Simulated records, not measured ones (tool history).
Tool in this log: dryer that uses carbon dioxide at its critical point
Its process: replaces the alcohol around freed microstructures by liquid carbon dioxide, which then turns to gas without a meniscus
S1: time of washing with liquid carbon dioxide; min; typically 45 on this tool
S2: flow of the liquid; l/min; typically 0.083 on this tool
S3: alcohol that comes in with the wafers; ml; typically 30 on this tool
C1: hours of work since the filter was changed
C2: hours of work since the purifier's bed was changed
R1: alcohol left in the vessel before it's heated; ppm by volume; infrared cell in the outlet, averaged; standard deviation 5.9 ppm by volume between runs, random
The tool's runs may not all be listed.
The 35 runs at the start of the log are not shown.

| run | day | S1 | S2 | S3 | C1 | C2 | R1 |
|---|---|---|---|---|---|---|---|
| 36 | 37.092 | 41 | 0.0534 | 93 | 212 | 828 | 8033 |
| 37 | 38.083 | 42 | 0.0718 | 70 | 225 | 841 | 1897 |
| 38 | 38.708 | 42 | 0.0718 | 70 | 233 | 849 | 1974 |
| 39 | 39.804 | 40 | 0.0625 | 22 | 247 | 863 | 1425 |
| 40 | 40.954 | 46 | 0.0644 | 114 | 261 | 877 | 3437 |
|  | 42.196 | purifier's bed changed |
| 41 | 42.458 | 63 | 0.0707 | 44 | 279 | 3 | 164 |
| 42 | 43.225 | 30 | 0.083 | 60 | 289 | 13 | 3362 |
| 43 | 43.921 | 57 | 0.1284 | 30 | 297 | 22 | 19 |
|  | 44.362 | inlet filter changed |
| 44 | 44.588 | 57 | 0.1086 | 106 | 3 | 30 | 31 |
| 45 | 45.55 | 57 | 0.1086 | 106 | 15 | 42 | 36 |
| 46 | 46.254 | 45 | 0.0698 | 35 | 24 | 51 | 650 |

Here are 5 independent what-if runs from the current tool condition. What would each one return?
| A | 47 | 45 | 0.1042 | 30 | 34 | 61 | ? |
| B | 47 | 45 | 0.0553 | 35 | 34 | 61 | ? |
| C | 47 | 64 | 0.1195 | 111 | 34 | 61 | ? |
| D | 47 | 65 | 0.0743 | 86 | 34 | 61 | ? |
| E | 47 | 30 | 0.083 | 59 | 34 | 61 | ? |

| run | R1 |
|---|---|
| A | 73 |
| B | 1678 |
| C | 27 |
| D | 135 |
| E | 2806 |
What these runs would have given with no unlogged condition in the tool:
| run | R1 |
|---|---|
| A | 52 |
| B | 1572 |
| C | 11 |
| D | 107 |
| E | 2638 |

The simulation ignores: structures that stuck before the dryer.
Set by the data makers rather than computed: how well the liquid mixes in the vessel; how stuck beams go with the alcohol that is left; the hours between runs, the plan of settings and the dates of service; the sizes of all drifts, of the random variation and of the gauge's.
